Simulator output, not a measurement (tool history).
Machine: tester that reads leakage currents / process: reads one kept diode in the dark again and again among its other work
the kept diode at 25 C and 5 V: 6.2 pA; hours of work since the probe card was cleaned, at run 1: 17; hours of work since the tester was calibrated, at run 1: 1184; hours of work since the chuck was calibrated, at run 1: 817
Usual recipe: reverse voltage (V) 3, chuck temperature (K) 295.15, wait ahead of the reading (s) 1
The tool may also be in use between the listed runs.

| run | day | reverse voltage (V) | chuck temperature (K) | wait ahead of the reading (s) | hours of work since the probe card was cleaned | hours of work since the tester was calibrated | hours of work since the chuck was calibrated | current that the tester gives (pA) |
|---|---|---|---|---|---|---|---|---|
| 1 | 0 | 3 | 295.15 | 1 | 17 | 1184 | 817 | 4.07 |
| 2 | 2.529 | 3 | 310.15 | 1 | 61 | 1229 | 862 | 13.94 |
| 3 | 3.862 | 3.88 | 295.15 | 1 | 85 | 1252 | 886 | 4.94 |
| 4 | 4.925 | 3 | 295.15 | 1 | 104 | 1271 | 905 | 4.12 |
| 5 | 6.679 | 3 | 295.15 | 1 | 135 | 1302 | 936 | 4.16 |
| 6 | 8.9 | 3 | 295.15 | 1 | 175 | 1342 | 975 | 4.13 |
| 7 | 10.392 | 3 | 295.15 | 1 | 201 | 1368 | 1002 | 4.19 |
| 8 | 12.242 | 3 | 295.15 | 1 | 234 | 1401 | 1035 | 4.2 |
| 9 | 14.771 | 2.93 | 309.15 | 0.56 | 279 | 1446 | 1079 | 13.23 |
| 10 | 16.25 | 2.93 | 309.15 | 0.56 | 305 | 1472 | 1106 | 13.07 |

Each row is a separate what-if for the run after 10, all from the same tool condition, not one after another. Results?
| A | 17.417 | 10.45 | 304.15 | 1.05 | 326 | 1493 | 1126 | ? |
| B | 17.417 | 10.12 | 307.15 | 0.65 | 326 | 1493 | 1126 | ? |
| C | 17.417 | 1.26 | 295.15 | 1 | 326 | 1493 | 1126 | ? |
| D | 17.417 | 2.93 | 323.15 | 0.56 | 326 | 1493 | 1126 | ? |

| run | current that the tester gives (pA) |
|---|---|
| A | 18.43 |
| B | 23.95 |
| C | 2.5 |
| D | 39.78 |
With the hidden condition removed and each run's random variation left untouched, the same runs would have given:
| run | current that the tester gives (pA) |
|---|---|
| A | 19.1 |
| B | 25.1 |
| C | 2.61 |
| D | 43.19 |
